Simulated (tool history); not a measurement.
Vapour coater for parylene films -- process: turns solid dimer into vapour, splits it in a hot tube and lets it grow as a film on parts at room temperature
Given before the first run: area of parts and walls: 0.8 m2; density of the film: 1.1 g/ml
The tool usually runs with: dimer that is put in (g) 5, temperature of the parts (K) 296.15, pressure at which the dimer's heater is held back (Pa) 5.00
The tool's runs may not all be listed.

run,day,dimer that is put in (g),temperature of the parts (K),pressure at which the dimer's heater is held back (Pa),thickness of the film (um)
1,0.000,5,296.15,5.00,2.97
2,0.600,5,296.15,5.00,3.02
3,1.146,5,289.15,5.00,3.64
4,1.717,5,296.15,5.00,2.97
5,2.433,5,296.15,5.00,2.95
6,3.058,5,296.15,5.00,2.93
7,3.800,5,296.15,5.00,2.97
# day 4.008: trap's valve overhauled
8,4.388,5,290.15,5.00,3.44
9,4.912,5,290.15,7.06,3.20
10,5.400,5,296.15,2.53,3.31
11,5.846,5,296.15,2.53,3.26
12,6.171,5,296.15,2.53,3.33
# day 7.038: trap's valve overhauled, once more
13,7.104,6,301.15,4.72,3.21
14,7.454,9,297.15,2.74,6.10
15,8.008,4,296.15,10.48,2.09
16,8.462,6,296.15,4.96,3.73
17,8.921,5,289.15,5.00,3.74
18,9.500,5,289.15,5.00,3.74
19,9.846,5,296.15,5.00,3.15
20,10.171,7,299.15,5.00,3.93
21,10.942,7,299.15,5.00,3.97
22,11.696,2,298.15,9.05,1.04
23,12.400,2,307.15,5.00,0.85

4 options for the next run, each taken on its own from the tool as it stands now. Forecast them:
A,12.779,4,292.15,3.70,?
B,12.779,2,297.15,5.00,?
C,12.779,5,292.15,5.05,?
D,12.779,2,295.15,3.19,?

run,thickness of the film (um)
A,2.94
B,1.18
C,3.36
D,1.39
The same runs, with their run-to-run variation unchanged, on a tool lacking any hidden condition would have given:
run,thickness of the film (um)
A,2.94
B,1.18
C,3.37
D,1.39
